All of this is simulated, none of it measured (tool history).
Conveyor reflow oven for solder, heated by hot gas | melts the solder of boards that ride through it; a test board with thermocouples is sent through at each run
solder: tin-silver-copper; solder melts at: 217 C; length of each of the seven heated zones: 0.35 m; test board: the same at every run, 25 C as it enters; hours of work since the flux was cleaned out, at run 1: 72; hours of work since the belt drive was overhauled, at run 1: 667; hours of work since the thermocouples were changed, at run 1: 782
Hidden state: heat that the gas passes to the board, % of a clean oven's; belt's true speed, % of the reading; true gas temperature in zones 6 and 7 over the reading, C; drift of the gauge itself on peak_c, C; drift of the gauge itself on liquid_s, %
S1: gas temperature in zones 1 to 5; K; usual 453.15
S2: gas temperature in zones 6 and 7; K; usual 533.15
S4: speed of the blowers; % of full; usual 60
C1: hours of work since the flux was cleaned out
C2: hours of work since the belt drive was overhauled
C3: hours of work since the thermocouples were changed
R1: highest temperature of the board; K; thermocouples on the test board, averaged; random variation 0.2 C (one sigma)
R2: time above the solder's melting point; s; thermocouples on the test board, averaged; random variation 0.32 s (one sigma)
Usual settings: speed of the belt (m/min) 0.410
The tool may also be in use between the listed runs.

run 1 hour=0.0 | S1=453.15 S2=533.15 speed_of_the_belt_(m/min)=0.410 S4=60 | C1=72 C2=667 C3=782 | R1=521.05 R2=76.3
run 2 hour=48.4 | S1=453.15 S2=533.15 speed_of_the_belt_(m/min)=0.410 S4=60 | C1=102 C2=697 C3=812 | R1=520.95 R2=76.4
run 3 hour=124.1 | S1=457.15 S2=533.15 speed_of_the_belt_(m/min)=0.410 S4=60 | C1=149 C2=745 C3=859 | R1=521.65 R2=79.4
run 4 hour=162.3 | S1=457.15 S2=533.15 speed_of_the_belt_(m/min)=0.410 S4=60 | C1=173 C2=768 C3=883 | R1=521.45 R2=79.0
-- hour=172.4 flux residue cleaned out of gas plates and filters
-- hour=196.6 thermocouples of zones 6 and 7 changed
run 5 hour=247.7 | S1=457.15 S2=533.15 speed_of_the_belt_(m/min)=0.410 S4=60 | C1=46 C2=817 C3=32 | R1=521.25 R2=79.3
run 6 hour=292.4 | S1=453.15 S2=533.15 speed_of_the_belt_(m/min)=0.410 S4=60 | C1=74 C2=845 C3=60 | R1=520.75 R2=76.0
run 7 hour=338.7 | S1=453.15 S2=533.15 speed_of_the_belt_(m/min)=0.410 S4=60 | C1=103 C2=874 C3=89 | R1=520.65 R2=76.0
run 8 hour=415.1 | S1=453.15 S2=533.15 speed_of_the_belt_(m/min)=0.410 S4=60 | C1=150 C2=922 C3=136 | R1=520.95 R2=76.2
-- hour=465.1 flux residue cleaned out of gas plates and filters
run 9 hour=498.0 | S1=453.15 S2=533.15 speed_of_the_belt_(m/min)=0.410 S4=60 | C1=21 C2=970 C3=185 | R1=521.05 R2=76.3
run 10 hour=544.3 | S1=453.15 S2=533.15 speed_of_the_belt_(m/min)=0.410 S4=60 | C1=49 C2=999 C3=214 | R1=520.75 R2=76.2
run 11 hour=586.2 | S1=453.15 S2=533.15 speed_of_the_belt_(m/min)=0.410 S4=60 | C1=76 C2=1026 C3=240 | R1=520.75 R2=76.3
-- hour=609.9 belt drive overhauled, speed set with a stopwatch
run 12 hour=666.3 | S1=453.15 S2=533.15 speed_of_the_belt_(m/min)=0.410 S4=60 | C1=123 C2=35 C3=288 | R1=521.15 R2=76.4
run 13 hour=718.9 | S1=451.15 S2=529.15 speed_of_the_belt_(m/min)=0.343 S4=60 | C1=156 C2=68 C3=320 | R1=521.05 R2=93.1
-- hour=759.2 flux residue cleaned out of gas plates and filters
run 14 hour=770.2 | S1=453.15 S2=525.15 speed_of_the_belt_(m/min)=0.469 S4=60 | C1=7 C2=97 C3=349 | R1=510.25 R2=53.0
run 15 hour=822.2 | S1=453.15 S2=525.15 speed_of_the_belt_(m/min)=0.469 S4=60 | C1=39 C2=129 C3=382 | R1=510.35 R2=52.5
run 16 hour=903.7 | S1=439.15 S2=543.15 speed_of_the_belt_(m/min)=0.469 S4=60 | C1=90 C2=180 C3=433 | R1=522.75 R2=60.4
run 17 hour=943.0 | S1=464.15 S2=536.15 speed_of_the_belt_(m/min)=0.489 S4=81 | C1=115 C2=205 C3=457 | R1=523.25 R2=71.3
run 18 hour=981.9 | S1=464.15 S2=536.15 speed_of_the_belt_(m/min)=0.489 S4=81 | C1=139 C2=229 C3=481 | R1=523.85 R2=71.1
run 19 hour=1026.5 | S1=453.15 S2=524.15 speed_of_the_belt_(m/min)=0.377 S4=57 | C1=167 C2=257 C3=509 | R1=514.35 R2=76.1
-- hour=1045.6 flux residue cleaned out of gas plates and filters
run 20 hour=1079.8 | S1=456.15 S2=533.15 speed_of_the_belt_(m/min)=0.410 S4=53 | C1=21 C2=287 C3=539 | R1=520.15 R2=76.6

Forecast run 21:
run 21 hour=1122.3 | S1=442.15 S2=541.15 speed_of_the_belt_(m/min)=0.410 S4=60 | C1=48 C2=314 C3=566 | R1=? R2=?

Run 21 gave R1 526.35 K, R2 76.2 s.
Without the tool's hidden state the same run would have given R1 526.25 K, R2 76.1 s.
